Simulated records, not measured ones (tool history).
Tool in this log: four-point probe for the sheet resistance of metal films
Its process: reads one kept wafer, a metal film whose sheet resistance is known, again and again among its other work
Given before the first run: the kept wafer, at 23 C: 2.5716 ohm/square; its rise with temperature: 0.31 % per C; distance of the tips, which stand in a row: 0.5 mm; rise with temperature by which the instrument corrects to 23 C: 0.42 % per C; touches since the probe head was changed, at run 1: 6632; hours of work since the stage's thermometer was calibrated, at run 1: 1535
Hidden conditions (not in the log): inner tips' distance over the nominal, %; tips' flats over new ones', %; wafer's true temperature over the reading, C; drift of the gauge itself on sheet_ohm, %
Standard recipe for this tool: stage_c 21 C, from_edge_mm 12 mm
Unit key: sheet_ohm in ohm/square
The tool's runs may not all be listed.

run   hour  stage_c  from_edge_mm  touches since the probe head was changed  hours of work since the stage's thermometer was calibrated  sheet_ohm
  1      0       21            12                                      6632                                                        1535   2.568065
  2   17.9       21            12                                      7152                                                        1545   2.567776
  3   34.4       21            12                                      7628                                                        1555    2.56748
  4   43.7       21            12                                      7899                                                        1560    2.56833
  5   51.8       21            12                                      8134                                                        1565   2.568887
  6   62.1       21            12                                      8432                                                        1571    2.56857
  7   75.1       21            12                                      8809                                                        1578   2.567323
  8     88       21            12                                      9181                                                        1586   2.568917
  9  106.5       21             4                                      9718                                                        1597   2.587105
 10  122.3       21             4                                     10175                                                        1606   2.586982
 11  137.6       21            12                                     10620                                                        1615   2.567917
 12  147.1       21            12                                     10896                                                        1620    2.56855
 13  164.2       19            25                                     11390                                                        1630    2.57197
 14  178.4       21             3                                     11801                                                        1638   2.604425
 15  194.5       23             3                                     12268                                                        1648   2.597924
 16  210.4       32            46                                     12729                                                        1657   2.536269
 17  224.4       26            52                                     13135                                                        1665   2.551963
 18  241.8       21             5                                     13639                                                        1675   2.579931
 19  251.1       30            67                                     13910                                                        1681   2.540786
 20  260.9       21             5                                     14192                                                        1686   2.579695
 21  268.6       32             6                                     14415                                                        1691   2.544939
 22  278.4       24            27                                     14701                                                        1697   2.558357

Predict each of these 5 candidate next runs independently; none follows another, all start after run 22:
  A  291.3       21            27                                     15074                                                        1704          ?
  B  291.3       19            27                                     15074                                                        1704          ?
  C  291.3       25             7                                     15074                                                        1704          ?
  D  291.3       20             7                                     15074                                                        1704          ?
  E  291.3       24            12                                     15074                                                        1704          ?

run  sheet_ohm
  A   2.566977
  B   2.571748
  C    2.56255
  D   2.576759
  E   2.560056
Stripped of hidden state, with their random variation kept, the same runs would have yielded:
run  sheet_ohm
  A   2.578137
  B    2.58296
  C   2.573631
  D   2.587976
  E   2.571141
